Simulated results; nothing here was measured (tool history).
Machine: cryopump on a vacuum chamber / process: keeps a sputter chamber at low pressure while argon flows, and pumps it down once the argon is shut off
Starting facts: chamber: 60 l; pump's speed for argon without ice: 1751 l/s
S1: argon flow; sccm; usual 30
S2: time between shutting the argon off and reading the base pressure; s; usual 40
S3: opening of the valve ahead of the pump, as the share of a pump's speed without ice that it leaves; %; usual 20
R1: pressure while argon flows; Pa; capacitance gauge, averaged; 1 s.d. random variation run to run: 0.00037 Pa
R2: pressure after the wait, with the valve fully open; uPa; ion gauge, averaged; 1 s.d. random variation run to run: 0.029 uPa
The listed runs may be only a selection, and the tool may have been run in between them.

Run 1, day 0: usual settings. Result: R1 0.1491 Pa, R2 3.15 uPa.
Run 2, day 1.008: usual settings. Result: R1 0.1498 Pa, R2 3.25 uPa.
Run 3, day 2.025: usual settings but S1 49 sccm. Result: R1 0.2447 Pa, R2 3.24 uPa.
Run 4, day 3.342: usual settings but S1 49 sccm. Result: R1 0.2452 Pa, R2 3.25 uPa.
Run 5, day 4.354: usual settings but S1 49 sccm. Result: R1 0.238 Pa, R2 3.02 uPa.
Run 6, day 5.562: usual settings but S1 28 sccm. Result: R1 0.1355 Pa, R2 2.94 uPa.
Run 7, day 6.529: usual settings but S1 28 sccm. Result: R1 0.1359 Pa, R2 3.02 uPa.
Run 8, day 7.117: usual settings. Result: R1 0.1455 Pa, R2 3.09 uPa.
Run 9, day 7.742: usual settings. Result: R1 0.1458 Pa, R2 3.07 uPa.
Run 10, day 8.783: usual settings. Result: R1 0.1456 Pa, R2 3.05 uPa.
Run 11, day 9.917: usual settings. Result: R1 0.1454 Pa, R2 3.09 uPa.
Run 12, day 11.238: usual settings. Result: R1 0.1458 Pa, R2 3.12 uPa.
Run 13, day 12.15: usual settings. Result: R1 0.1464 Pa, R2 3.18 uPa.
Run 14, day 13.454: usual settings but S3 26 %. Result: R1 0.113 Pa, R2 3.19 uPa.
Run 15, day 14.033: usual settings but S3 26 %. Result: R1 0.1134 Pa, R2 3.2 uPa.
Run 16, day 14.571: usual settings. Result: R1 0.1468 Pa, R2 3.25 uPa.
Run 17, day 15.321: usual settings. Result: R1 0.147 Pa, R2 3.33 uPa.
Run 18, day 16.133: usual settings. Result: R1 0.1476 Pa, R2 3.31 uPa.
Run 19, day 17.175: usual settings but S1 43 sccm, S2 33 s. Result: R1 0.2107 Pa, R2 3.54 uPa.
Run 20, day 17.846: usual settings but S1 43 sccm, S2 33 s. Result: R1 0.2102 Pa, R2 3.5 uPa.
Run 21, day 18.554: usual settings but S1 43 sccm, S2 167 s. Result: R1 0.2113 Pa, R2 2.39 uPa.
Run 22, day 19.533: usual settings but S1 17 sccm, S2 249 s. Result: R1 0.0834 Pa, R2 2.27 uPa.
Run 23, day 20.633: usual settings but S1 35 sccm. Result: R1 0.1723 Pa, R2 3.45 uPa.
Run 24, day 21.262: usual settings but S1 35 sccm, S2 25 s, S3 19 %. Result: R1 0.1813 Pa, R2 4.14 uPa.
Run 25, day 22.108: usual settings but S1 22 sccm. Result: R1 0.1085 Pa, R2 3.4 uPa.
Run 26, day 22.825: usual settings but S1 22 sccm. Result: R1 0.1086 Pa, R2 3.49 uPa.
Run 27, day 24.162: usual settings but S1 16 sccm, S3 27 %. Result: R1 0.0592 Pa, R2 1.43 uPa.
Run 28, day 25.283: usual settings but S1 27 sccm, S3 40 %. Result: R1 0.0686 Pa, R2 1.42 uPa.
Run 29, day 26.479: usual settings but S1 22 sccm, S2 109 s, S3 35 %. Result: R1 0.0637 Pa, R2 0.71 uPa.
Run 30, day 27.458: usual settings but S1 15 sccm, S2 95 s, S3 29 %. Result: R1 0.052 Pa, R2 0.8 uPa.
Run 31, day 28.729: usual settings but S1 15 sccm, S2 95 s, S3 46 %. Result: R1 0.0336 Pa, R2 0.8 uPa.
Run 32, day 29.712: usual settings but S1 37 sccm. Result: R1 0.1845 Pa, R2 1.57 uPa.
Run 33, day 30.562: usual settings but S1 37 sccm. Result: R1 0.1843 Pa, R2 1.56 uPa.

The log once held 2 entries between its listed runs, left out of this copy. Where does each go, and what is different about the tool's unlogged condition between the listed run before it and the listed run after it?
In the gap between runs 4 and 5: pump warmed up, emptied and cooled again (day 4.183)
  pump's speed, % of a pump's without ice: 84.7 -> 99.2; leak into the chamber, uPa l/s: 3016 -> 3036
  measured minus no-state result, R1: +0.0087 -> +0.0005 Pa; R2: +1.83 -> +1.6 uPa
In the gap between runs 26 and 27: leaking fittings of the chamber tightened, without venting (day 23.117)
  pump's speed, % of a pump's without ice: 90.4 -> 89.7; leak into the chamber, uPa l/s: 3487 -> 345
  measured minus no-state result, R1: +0.0024 -> +0.0019 Pa; R2: +2.08 -> +0.05 uPa

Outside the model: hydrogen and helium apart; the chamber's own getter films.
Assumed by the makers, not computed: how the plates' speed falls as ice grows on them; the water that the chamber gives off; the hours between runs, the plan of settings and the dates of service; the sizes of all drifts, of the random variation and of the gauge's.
